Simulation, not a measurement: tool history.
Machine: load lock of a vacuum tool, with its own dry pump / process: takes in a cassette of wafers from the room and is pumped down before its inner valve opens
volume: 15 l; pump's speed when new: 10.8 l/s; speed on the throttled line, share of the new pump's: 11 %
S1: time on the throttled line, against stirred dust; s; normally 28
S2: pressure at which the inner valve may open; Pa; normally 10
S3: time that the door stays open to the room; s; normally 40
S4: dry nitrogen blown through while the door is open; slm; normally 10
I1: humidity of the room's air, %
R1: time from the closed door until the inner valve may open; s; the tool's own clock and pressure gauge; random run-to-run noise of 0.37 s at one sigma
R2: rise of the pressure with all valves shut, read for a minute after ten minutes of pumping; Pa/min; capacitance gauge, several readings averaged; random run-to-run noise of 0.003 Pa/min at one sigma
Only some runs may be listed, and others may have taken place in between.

run    hour  S1  S2  S3  S4    I1    R1     R2
  1     0.0  28  10  40  10  47.5  39.6  0.082
  2   463.7  28  10  40  10  47.1  39.1  0.083
  3   722.3  28  10  40  10  43.3  39.2  0.100
  4   989.5  28  10  40  10  46.3  39.0  0.105
  5  1504.3  28  10  40  10  43.0  39.6  0.121
  6  1788.5  30   9  40   5  46.0  41.3  0.128
  7  2068.2  30   9  40   5  43.8  40.8  0.132
  8  2298.1  30   9  40   5  46.3  41.1  0.146
  9  2767.4  30   9  40   5  46.6  40.8  0.162
 10  3139.5  16  16  92   9  43.4  28.5  0.186

A few steps of R1 between consecutive runs. Split each: what settings, incoming material and random variation would produce without the hidden state, and what is left over for the hidden state, along with gauge scatter present in only one of the two compared results (measured, and without hidden state):
Hidden state present: pump's speed, % of a new pump's; leak at the door's seal, Pa l/s; drift of the gauge itself on ready_s, %; drift of the gauge itself on rise_pa_min, %.
Run 8 -> 9: no setting touched and nothing written in the log between the runs. R1 -0.3 s: hidden state +0.2, all else -0.5.
Run 9 -> 10: S1 30 -> 16, S2 9 -> 16, S3 40 -> 92, S4 5 -> 9. R1 -12.3 s: hidden state +0.1, all else -12.4.
